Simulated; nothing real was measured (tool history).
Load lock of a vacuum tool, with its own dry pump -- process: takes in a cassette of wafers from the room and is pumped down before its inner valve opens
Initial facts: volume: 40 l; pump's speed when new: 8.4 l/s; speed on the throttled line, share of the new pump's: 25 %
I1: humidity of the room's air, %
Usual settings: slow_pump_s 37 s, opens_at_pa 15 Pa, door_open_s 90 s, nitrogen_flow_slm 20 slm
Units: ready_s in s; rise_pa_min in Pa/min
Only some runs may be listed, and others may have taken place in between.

run 1 hour=0.0 | slow_pump_s=37 opens_at_pa=15 door_open_s=90 nitrogen_flow_slm=20 | I1=44.7 | ready_s=73.3 rise_pa_min=0.034
run 2 hour=53.3 | slow_pump_s=37 opens_at_pa=15 door_open_s=90 nitrogen_flow_slm=20 | I1=47.1 | ready_s=74.5 rise_pa_min=0.031
run 3 hour=126.4 | slow_pump_s=37 opens_at_pa=15 door_open_s=90 nitrogen_flow_slm=20 | I1=47.4 | ready_s=73.6 rise_pa_min=0.037
run 4 hour=194.4 | slow_pump_s=60 opens_at_pa=15 door_open_s=90 nitrogen_flow_slm=20 | I1=44.2 | ready_s=90.5 rise_pa_min=0.037
run 5 hour=252.5 | slow_pump_s=37 opens_at_pa=15 door_open_s=90 nitrogen_flow_slm=14 | I1=43.2 | ready_s=74.2 rise_pa_min=0.041
run 6 hour=316.3 | slow_pump_s=37 opens_at_pa=15 door_open_s=90 nitrogen_flow_slm=14 | I1=45.3 | ready_s=73.3 rise_pa_min=0.042
run 7 hour=375.9 | slow_pump_s=37 opens_at_pa=15 door_open_s=90 nitrogen_flow_slm=14 | I1=46.4 | ready_s=73.8 rise_pa_min=0.043
run 8 hour=423.3 | slow_pump_s=59 opens_at_pa=15 door_open_s=90 nitrogen_flow_slm=20 | I1=46.0 | ready_s=89.1 rise_pa_min=0.036
run 9 hour=468.4 | slow_pump_s=37 opens_at_pa=15 door_open_s=90 nitrogen_flow_slm=29 | I1=45.1 | ready_s=74.8 rise_pa_min=0.038
run 10 hour=514.0 | slow_pump_s=37 opens_at_pa=15 door_open_s=90 nitrogen_flow_slm=29 | I1=46.4 | ready_s=73.8 rise_pa_min=0.037
run 11 hour=604.0 | slow_pump_s=37 opens_at_pa=15 door_open_s=90 nitrogen_flow_slm=29 | I1=46.5 | ready_s=74.8 rise_pa_min=0.031
run 12 hour=695.6 | slow_pump_s=38 opens_at_pa=22 door_open_s=90 nitrogen_flow_slm=29 | I1=45.3 | ready_s=72.8 rise_pa_min=0.029
run 13 hour=756.0 | slow_pump_s=37 opens_at_pa=11 door_open_s=90 nitrogen_flow_slm=21 | I1=47.6 | ready_s=76.1 rise_pa_min=0.037
run 14 hour=824.2 | slow_pump_s=37 opens_at_pa=11 door_open_s=90 nitrogen_flow_slm=21 | I1=45.1 | ready_s=76.2 rise_pa_min=0.037
run 15 hour=902.6 | slow_pump_s=37 opens_at_pa=11 door_open_s=90 nitrogen_flow_slm=21 | I1=43.5 | ready_s=77.2 rise_pa_min=0.032
run 16 hour=957.1 | slow_pump_s=21 opens_at_pa=27 door_open_s=70 nitrogen_flow_slm=25 | I1=46.0 | ready_s=60.2 rise_pa_min=0.034
run 17 hour=1002.5 | slow_pump_s=22 opens_at_pa=15 door_open_s=176 nitrogen_flow_slm=20 | I1=45.6 | ready_s=64.6 rise_pa_min=0.046
run 18 hour=1086.2 | slow_pump_s=46 opens_at_pa=15 door_open_s=90 nitrogen_flow_slm=20 | I1=47.6 | ready_s=81.1 rise_pa_min=0.042
run 19 hour=1172.6 | slow_pump_s=46 opens_at_pa=15 door_open_s=90 nitrogen_flow_slm=20 | I1=44.2 | ready_s=82.2 rise_pa_min=0.042
run 20 hour=1261.1 | slow_pump_s=37 opens_at_pa=22 door_open_s=64 nitrogen_flow_slm=27 | I1=44.7 | ready_s=72.8 rise_pa_min=0.035
run 21 hour=1345.7 | slow_pump_s=64 opens_at_pa=18 door_open_s=64 nitrogen_flow_slm=10 | I1=45.0 | ready_s=93.4 rise_pa_min=0.046
run 22 hour=1419.3 | slow_pump_s=64 opens_at_pa=16 door_open_s=145 nitrogen_flow_slm=35 | I1=48.4 | ready_s=94.0 rise_pa_min=0.043

Consider 3 possible next runs. They are alternatives, not a sequence: every one starts from the tool as it was left by run 22. What does each give?
run A hour=1457.5 | slow_pump_s=42 opens_at_pa=16 door_open_s=41 nitrogen_flow_slm=26 | I1=45.5 | ready_s=? rise_pa_min=?
run B hour=1457.5 | slow_pump_s=65 opens_at_pa=15 door_open_s=90 nitrogen_flow_slm=20 | I1=45.0 | ready_s=? rise_pa_min=?
run C hour=1457.5 | slow_pump_s=64 opens_at_pa=12 door_open_s=68 nitrogen_flow_slm=35 | I1=45.0 | ready_s=? rise_pa_min=?

run=A ready_s=78.9 rise_pa_min=0.033
run=B ready_s=95.6 rise_pa_min=0.040
run=C ready_s=96.5 rise_pa_min=0.036
What these runs would have given with no unlogged condition in the tool:
run=A ready_s=73.2 rise_pa_min=0.009
run=B ready_s=91.0 rise_pa_min=0.017
run=C ready_s=91.7 rise_pa_min=0.012
